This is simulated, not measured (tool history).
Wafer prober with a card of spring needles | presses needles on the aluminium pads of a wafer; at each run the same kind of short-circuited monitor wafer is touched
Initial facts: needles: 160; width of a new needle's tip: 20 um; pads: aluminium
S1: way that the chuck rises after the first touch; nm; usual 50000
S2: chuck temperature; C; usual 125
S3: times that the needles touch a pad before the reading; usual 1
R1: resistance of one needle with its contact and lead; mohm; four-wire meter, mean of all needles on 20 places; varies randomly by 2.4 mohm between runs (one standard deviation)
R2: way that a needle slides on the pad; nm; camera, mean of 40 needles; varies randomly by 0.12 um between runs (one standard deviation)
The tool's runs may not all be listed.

run  hour     S1   S2  S3   R1     R2
  1     0  50000  125   1  275  11510
      4.5  -- tips cleaned on abrasive film
  2   6.9  50000  125   1  280  11690
      8.9  -- tips cleaned on abrasive film
     13.3  -- tips cleaned on abrasive film
  3  16.4  50000  125   1  278  11210
     17.8  -- tips cleaned on abrasive film
  4  21.4  50000  125   1  279  11420
     22.3  -- tips cleaned on abrasive film
     27.1  -- tips cleaned on abrasive film
  5  28.3  50000  125   1  277  11580
     31.6  -- tips cleaned on abrasive film
  6  34.3  50000   43   1  252  11360
       36  -- tips cleaned on abrasive film
     40.7  -- tips cleaned on abrasive film
  7  40.7  50000  125   1  280  11430
     45.5  -- tips cleaned on abrasive film
     50.2  -- tips cleaned on abrasive film
  8  50.4  50000  125   1  279  11580
     54.5  -- tips cleaned on abrasive film
     58.8  -- tips cleaned on abrasive film
  9  58.9  62000  114   2  267  14080
     63.5  -- tips cleaned on abrasive film
 10    66  35000   85   1  280   8100

Predict the results of run 11:
       68  -- tips cleaned on abrasive film
     72.4  -- tips cleaned on abrasive film
 11  74.5  35000  85   1   ?   ?

{"run 11": {"R1": 279, "R2": 7960}}
The same run, on a tool lacking any hidden state, would have yielded R1 278 mohm, R2 7960 nm.

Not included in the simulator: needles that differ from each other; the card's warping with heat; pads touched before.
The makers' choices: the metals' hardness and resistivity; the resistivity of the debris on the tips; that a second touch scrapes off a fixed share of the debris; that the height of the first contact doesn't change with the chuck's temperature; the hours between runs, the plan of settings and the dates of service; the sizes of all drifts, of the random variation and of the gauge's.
